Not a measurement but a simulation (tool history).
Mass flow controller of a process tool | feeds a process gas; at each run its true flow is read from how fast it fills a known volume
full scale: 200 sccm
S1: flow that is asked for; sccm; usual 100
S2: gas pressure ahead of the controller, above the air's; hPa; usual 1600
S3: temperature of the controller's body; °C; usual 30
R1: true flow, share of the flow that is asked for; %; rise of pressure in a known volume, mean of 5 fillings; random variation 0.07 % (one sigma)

run	hour	S1	S2	S3	R1
1	0.0	100	1600	30	99.88
2	323.9	100	1490	30	99.87
3	514.6	100	2260	30	100.36
4	858.7	100	1600	37	99.32
5	1098.3	100	1600	37	99.40
6	1250.7	100	1600	37	99.56
7	1466.2	149	1600	30	100.24
8	1723.0	149	1530	30	100.31
9	1917.1	149	1530	30	100.40
10	2161.3	149	1430	32	100.11
11	2498.3	149	1430	32	100.12
12	2833.5	149	2780	24	101.87
13	3093.5	149	2780	24	101.85
14	3270.7	149	2780	24	101.80
15	3431.8	30	1420	30	103.55
16	3766.5	117	1800	25	101.26
17	4101.7	117	1800	25	101.37

Forecast each of these 4 alternatives for the next run:
A	4348.8	170	1680	30	?
B	4348.8	117	2180	33	?
C	4348.8	38	1490	30	?
D	4348.8	171	2000	40	?

run	R1
A	100.94
B	101.04
C	103.11
D	100.31
Without the tool's hidden state the same runs would have given:
run	R1
A	99.04
B	98.69
C	97.75
D	98.41
